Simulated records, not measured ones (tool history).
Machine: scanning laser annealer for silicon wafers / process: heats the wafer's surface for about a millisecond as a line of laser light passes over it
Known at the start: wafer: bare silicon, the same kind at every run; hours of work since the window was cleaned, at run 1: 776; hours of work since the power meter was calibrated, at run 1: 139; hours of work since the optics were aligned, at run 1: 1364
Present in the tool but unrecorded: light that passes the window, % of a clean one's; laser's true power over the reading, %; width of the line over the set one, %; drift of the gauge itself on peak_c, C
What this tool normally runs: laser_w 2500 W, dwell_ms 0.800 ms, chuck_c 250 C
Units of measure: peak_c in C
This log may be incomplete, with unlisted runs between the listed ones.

run,hour,laser_w,dwell_ms,chuck_c,hours of work since the window was cleaned,hours of work since the power meter was calibrated,hours of work since the optics were aligned,peak_c
1,0.0,2500,0.800,250,776,139,1364,1050
2,5.7,2500,0.800,250,778,141,1367,1050
3,14.6,2500,0.800,250,782,145,1370,1051
4,24.1,2500,0.800,250,786,149,1374,1050
5,32.1,2500,0.800,225,790,152,1378,1021
6,42.9,2500,0.800,225,794,157,1382,1025
7,52.6,2500,0.800,225,798,161,1387,1025
8,63.1,2500,0.800,225,803,165,1391,1024
9,73.0,2500,0.775,250,807,170,1395,1040
10,79.5,2500,0.779,250,810,172,1398,1040
11,86.9,2500,0.779,250,813,175,1401,1044
12,96.7,2500,0.779,250,817,180,1405,1044
13,106.9,2500,0.800,250,821,184,1409,1048
# hour 115.9: window over the wafer cleaned
14,117.6,2720,0.800,250,1,187,1413,1146
15,122.5,2720,0.800,250,3,190,1415,1148
16,127.4,2310,0.800,250,5,192,1417,977
17,132.5,2310,0.800,250,7,194,1419,973
18,141.9,2310,0.800,250,11,198,1423,977
19,148.6,2310,0.800,219,14,201,1426,943
20,156.4,2310,0.800,219,17,204,1429,946
21,164.6,2500,0.846,250,21,207,1433,1068
22,171.3,2500,0.846,275,23,210,1436,1100
23,176.9,2500,0.846,275,26,213,1438,1096
24,185.1,2500,0.846,275,29,216,1442,1100
25,193.1,2500,0.846,275,33,219,1445,1098
26,204.0,2452,0.797,283,37,224,1450,1067
27,214.2,2398,0.779,250,41,228,1454,1003
28,221.0,2372,0.691,231,44,231,1457,936
29,227.0,2646,0.800,248,47,234,1459,1111
30,237.6,2749,0.692,250,51,238,1464,1102
31,244.4,2275,0.857,210,54,241,1467,943
32,251.3,2275,0.857,210,57,244,1469,945
33,258.5,2500,0.679,236,60,247,1473,986
34,263.5,2698,0.826,285,62,249,1475,1180
35,271.1,2500,0.800,263,65,252,1478,1065
36,277.7,2309,0.800,215,68,255,1481,941
37,285.0,2220,0.800,279,71,258,1484,967
38,294.9,2625,0.800,279,76,262,1488,1134
39,299.3,2625,0.800,279,77,264,1490,1135
40,307.5,2528,0.954,279,81,268,1493,1157

What if the next run were any one of these 5? Each begins from the tool's condition after run 40:
A,318.0,2500,0.933,279,85,272,1498,?
B,318.0,2353,0.623,232,85,272,1498,?
C,318.0,2500,0.800,285,85,272,1498,?
D,318.0,2500,0.673,288,85,272,1498,?
E,318.0,2528,0.899,279,85,272,1498,?

run,peak_c
A,1135
B,901
C,1087
D,1033
E,1130
Without the tool's unlogged condition, the same runs would have read:
run,peak_c
A,1137
B,903
C,1088
D,1034
E,1132
